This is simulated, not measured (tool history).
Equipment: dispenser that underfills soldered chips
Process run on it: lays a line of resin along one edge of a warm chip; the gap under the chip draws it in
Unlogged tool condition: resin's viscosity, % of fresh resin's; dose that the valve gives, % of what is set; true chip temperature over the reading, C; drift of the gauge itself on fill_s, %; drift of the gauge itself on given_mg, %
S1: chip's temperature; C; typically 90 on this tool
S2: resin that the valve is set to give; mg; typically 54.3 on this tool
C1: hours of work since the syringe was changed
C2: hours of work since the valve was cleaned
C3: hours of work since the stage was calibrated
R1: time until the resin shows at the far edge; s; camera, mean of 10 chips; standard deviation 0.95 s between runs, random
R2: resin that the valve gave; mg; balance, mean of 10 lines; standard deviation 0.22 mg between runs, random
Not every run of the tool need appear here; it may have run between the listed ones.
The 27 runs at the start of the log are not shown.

-- hour=147.6 new syringe of resin
run 28 hour=148.2 | S1=90 S2=62.5 | C1=0 C2=69 C3=149 | R1=88.5 R2=58.82
run 29 hour=152.7 | S1=90 S2=70.3 | C1=4 C2=72 C3=152 | R1=99.6 R2=66.05
run 30 hour=157.6 | S1=84 S2=54.1 | C1=7 C2=76 C3=155 | R1=143.3 R2=51.11
-- hour=159.1 dispensing valve cleaned and set on the balance
-- hour=160.9 new syringe of resin
run 31 hour=166.0 | S1=84 S2=54.1 | C1=3 C2=5 C3=160 | R1=123.3 R2=53.88
run 32 hour=172.0 | S1=88 S2=48.7 | C1=8 C2=9 C3=164 | R1=132.5 R2=48.44
-- hour=173.4 new syringe of resin
run 33 hour=175.9 | S1=82 S2=48.0 | C1=2 C2=11 C3=167 | R1=128.6 R2=47.68
run 34 hour=183.5 | S1=100 S2=53.6 | C1=7 C2=16 C3=172 | R1=87.7 R2=52.72
-- hour=186.1 new syringe of resin
run 35 hour=189.0 | S1=100 S2=53.6 | C1=2 C2=20 C3=175 | R1=72.3 R2=52.61
run 36 hour=195.5 | S1=100 S2=53.6 | C1=7 C2=24 C3=180 | R1=86.6 R2=52.57

Branching from run 36: 3 alternative next runs. What would each branch give?
-- hour=198.3 new syringe of resin
run A hour=201.3 | S1=99 S2=54.7 | C1=2 C2=28 C3=184 | R1=? R2=?
-- hour=198.3 new syringe of resin
run B hour=201.3 | S1=83 S2=56.5 | C1=2 C2=28 C3=184 | R1=? R2=?
-- hour=198.3 new syringe of resin
run C hour=201.3 | S1=95 S2=67.2 | C1=2 C2=28 C3=184 | R1=? R2=?

run=A R1=74.3 R2=53.60
run=B R1=121.2 R2=55.29
run=C R1=81.8 R2=65.72
With the hidden condition removed and each run's random variation left untouched, the same runs would have given:
run=A R1=69.0 R2=54.69
run=B R1=112.7 R2=56.42
run=C R1=76.1 R2=67.06
